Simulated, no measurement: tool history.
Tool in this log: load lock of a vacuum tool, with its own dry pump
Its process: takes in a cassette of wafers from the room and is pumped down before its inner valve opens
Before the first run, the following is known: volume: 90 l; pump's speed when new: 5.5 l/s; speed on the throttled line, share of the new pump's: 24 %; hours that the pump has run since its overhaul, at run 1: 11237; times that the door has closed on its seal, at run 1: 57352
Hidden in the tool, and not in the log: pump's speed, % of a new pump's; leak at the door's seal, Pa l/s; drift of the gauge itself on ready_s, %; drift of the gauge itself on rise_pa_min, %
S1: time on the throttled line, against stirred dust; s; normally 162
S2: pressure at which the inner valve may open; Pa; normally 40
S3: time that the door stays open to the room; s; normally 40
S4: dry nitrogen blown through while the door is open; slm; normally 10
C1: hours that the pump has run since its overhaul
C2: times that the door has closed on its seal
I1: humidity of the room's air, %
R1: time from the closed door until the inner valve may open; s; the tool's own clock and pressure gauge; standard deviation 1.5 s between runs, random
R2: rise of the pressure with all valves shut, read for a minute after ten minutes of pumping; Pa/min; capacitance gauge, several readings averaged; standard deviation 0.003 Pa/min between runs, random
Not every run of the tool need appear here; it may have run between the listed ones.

| run | hour | S1 | S2 | S3 | S4 | C1 | C2 | I1 | R1 | R2 |
|---|---|---|---|---|---|---|---|---|---|---|
| 1 | 0.0 | 162 | 40 | 40 | 10 | 11237 | 57352 | 40.1 | 263.9 | 0.407 |
| 2 | 212.0 | 162 | 40 | 40 | 10 | 11449 | 58314 | 45.6 | 264.6 | 0.416 |
| 3 | 705.7 | 162 | 40 | 40 | 5 | 11943 | 60555 | 46.8 | 268.3 | 0.444 |
| 4 | 937.3 | 162 | 40 | 93 | 10 | 12174 | 61605 | 45.2 | 266.9 | 0.469 |
| 5 | 1158.2 | 267 | 40 | 40 | 10 | 12395 | 62608 | 42.4 | 339.4 | 0.463 |
| 6 | 1627.3 | 162 | 40 | 40 | 10 | 12864 | 64737 | 45.1 | 268.8 | 0.488 |
|  | 1716.8 | door's seal changed, seat wiped |
| 7 | 2136.1 | 162 | 40 | 40 | 10 | 13371 | 1903 | 41.3 | 269.3 | 0.024 |
| 8 | 2646.8 | 172 | 40 | 40 | 10 | 13882 | 4220 | 47.4 | 274.1 | 0.032 |
| 9 | 2929.0 | 172 | 40 | 40 | 10 | 14164 | 5501 | 46.1 | 276.7 | 0.031 |
| 10 | 3205.3 | 162 | 40 | 40 | 10 | 14441 | 6755 | 46.0 | 267.6 | 0.036 |
| 11 | 3533.5 | 162 | 40 | 40 | 10 | 14769 | 8244 | 44.0 | 272.7 | 0.042 |
| 12 | 4021.9 | 162 | 40 | 40 | 10 | 15257 | 10460 | 46.5 | 269.9 | 0.050 |
| 13 | 4360.5 | 162 | 40 | 40 | 10 | 15596 | 11997 | 42.8 | 274.0 | 0.052 |
| 14 | 4776.7 | 262 | 40 | 40 | 10 | 16012 | 13886 | 44.8 | 340.3 | 0.063 |
| 15 | 5123.0 | 85 | 40 | 40 | 10 | 16358 | 15457 | 43.0 | 217.1 | 0.067 |
| 16 | 5362.5 | 85 | 40 | 40 | 10 | 16598 | 16544 | 44.9 | 219.1 | 0.071 |
| 17 | 5773.9 | 85 | 40 | 40 | 10 | 17009 | 18411 | 41.8 | 219.0 | 0.086 |
| 18 | 6108.9 | 86 | 74 | 187 | 7 | 17344 | 19931 | 46.0 | 207.7 | 0.114 |
| 19 | 6513.9 | 270 | 74 | 187 | 7 | 17749 | 21769 | 47.2 | 336.0 | 0.127 |
| 20 | 7034.1 | 105 | 48 | 40 | 10 | 18269 | 24129 | 46.4 | 232.7 | 0.114 |
| 21 | 7559.4 | 105 | 48 | 40 | 10 | 18795 | 26513 | 43.0 | 235.0 | 0.127 |
| 22 | 7857.2 | 105 | 48 | 40 | 10 | 19093 | 27865 | 42.2 | 235.7 | 0.134 |
| 23 | 8271.9 | 211 | 40 | 121 | 10 | 19507 | 29746 | 45.4 | 310.9 | 0.157 |
| 24 | 8484.8 | 162 | 79 | 148 | 23 | 19720 | 30713 | 43.1 | 263.3 | 0.167 |
| 25 | 8978.5 | 162 | 79 | 148 | 23 | 20214 | 32953 | 44.3 | 262.8 | 0.173 |
| 26 | 9241.1 | 190 | 60 | 115 | 6 | 20477 | 34145 | 46.6 | 291.0 | 0.194 |
| 27 | 9496.8 | 190 | 35 | 115 | 6 | 20732 | 35305 | 44.8 | 304.8 | 0.202 |
| 28 | 9836.8 | 162 | 54 | 33 | 16 | 21072 | 36848 | 46.7 | 272.6 | 0.198 |

Pick out some run-to-run changes in R1. Of each, how much would a tool without hidden state show as well, from the settings, what came in and chance, and how much is left for the hidden state and any gauge scatter not in both results compared?
Run 14 -> 15: S1 262 -> 85. R1 -123.2 s: hidden state +11.0, all else -134.2.
Run 18 -> 19: S1 86 -> 270. R1 +128.3 s: hidden state -11.6, all else +139.9.
Run 19 -> 20: S1 270 -> 105, S2 74 -> 48, S3 187 -> 40, S4 7 -> 10. R1 -103.3 s: hidden state +14.1, all else -117.4.
